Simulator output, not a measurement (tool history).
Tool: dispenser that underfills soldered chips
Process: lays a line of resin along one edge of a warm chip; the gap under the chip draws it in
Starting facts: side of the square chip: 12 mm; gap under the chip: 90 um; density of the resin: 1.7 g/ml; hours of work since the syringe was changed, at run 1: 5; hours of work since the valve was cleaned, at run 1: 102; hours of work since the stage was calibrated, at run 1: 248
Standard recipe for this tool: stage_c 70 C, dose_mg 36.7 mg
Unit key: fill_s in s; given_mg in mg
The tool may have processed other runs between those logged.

| run | day | stage_c | dose_mg | hours of work since the syringe was changed | hours of work since the valve was cleaned | hours of work since the stage was calibrated | fill_s | given_mg |
|---|---|---|---|---|---|---|---|---|
| 1 | 0.000 | 70 | 36.7 | 5 | 102 | 248 | 61.5 | 35.03 |
|  | 0.062 | new syringe of resin |
|  | 0.462 | new syringe of resin |
| 2 | 0.662 | 70 | 36.5 | 3 | 112 | 258 | 55.6 | 34.45 |
|  | 0.842 | new syringe of resin |
| 3 | 1.108 | 74 | 36.5 | 4 | 119 | 265 | 49.1 | 34.58 |
|  | 1.229 | new syringe of resin |
|  | 1.271 | dispensing valve cleaned and set on the balance |
|  | 1.642 | new syringe of resin |
| 4 | 1.875 | 74 | 36.5 | 4 | 9 | 276 | 48.9 | 36.36 |
|  | 2.050 | new syringe of resin |
| 5 | 2.229 | 65 | 36.5 | 3 | 15 | 281 | 70.5 | 36.34 |
|  | 2.446 | new syringe of resin |
| 6 | 2.767 | 65 | 36.5 | 5 | 23 | 289 | 77.5 | 36.11 |
|  | 2.817 | new syringe of resin |
| 7 | 3.150 | 65 | 36.5 | 5 | 29 | 295 | 78.9 | 36.17 |
|  | 3.208 | new syringe of resin |
|  | 3.588 | new syringe of resin |
| 8 | 3.808 | 70 | 42.7 | 3 | 39 | 305 | 58.9 | 41.90 |
|  | 3.971 | new syringe of resin |
|  | 4.362 | new syringe of resin |
| 9 | 4.533 | 69 | 36.7 | 3 | 50 | 316 | 59.9 | 35.88 |
|  | 4.746 | new syringe of resin |
|  | 5.121 | new syringe of resin |
| 10 | 5.121 | 69 | 36.7 | 0 | 59 | 325 | 51.6 | 35.64 |
|  | 5.500 | new syringe of resin |
| 11 | 5.500 | 69 | 36.7 | 0 | 64 | 331 | 53.1 | 35.69 |
|  | 5.912 | new syringe of resin |
| 12 | 5.950 | 70 | 40.2 | 1 | 71 | 338 | 52.3 | 38.93 |
|  | 6.321 | new syringe of resin |
| 13 | 6.533 | 62 | 36.7 | 3 | 80 | 347 | 84.9 | 35.58 |
|  | 6.717 | new syringe of resin |
|  | 7.125 | new syringe of resin |
| 14 | 7.246 | 83 | 36.7 | 2 | 91 | 357 | 30.4 | 35.23 |
|  | 7.508 | new syringe of resin |
|  | 7.879 | new syringe of resin |
| 15 | 7.896 | 83 | 36.7 | 0 | 101 | 367 | 28.2 | 35.37 |
| 16 | 8.183 | 84 | 40.0 | 5 | 105 | 372 | 33.0 | 38.36 |
|  | 8.246 | new syringe of resin |
|  | 8.621 | new syringe of resin |
| 17 | 8.738 | 62 | 36.2 | 2 | 114 | 380 | 79.8 | 34.40 |

Expected results for the next run?
|  | 9.029 | new syringe of resin |
| 18 | 9.067 | 78 | 35.4 | 1 | 119 | 385 | ? | ? |

Run 18 gave fill_s 34.8 s, given_mg 33.81 mg.
If the tool had no hidden condition, the same run with the same run-to-run variation would have returned fill_s 32.0 s, given_mg 35.58 mg.
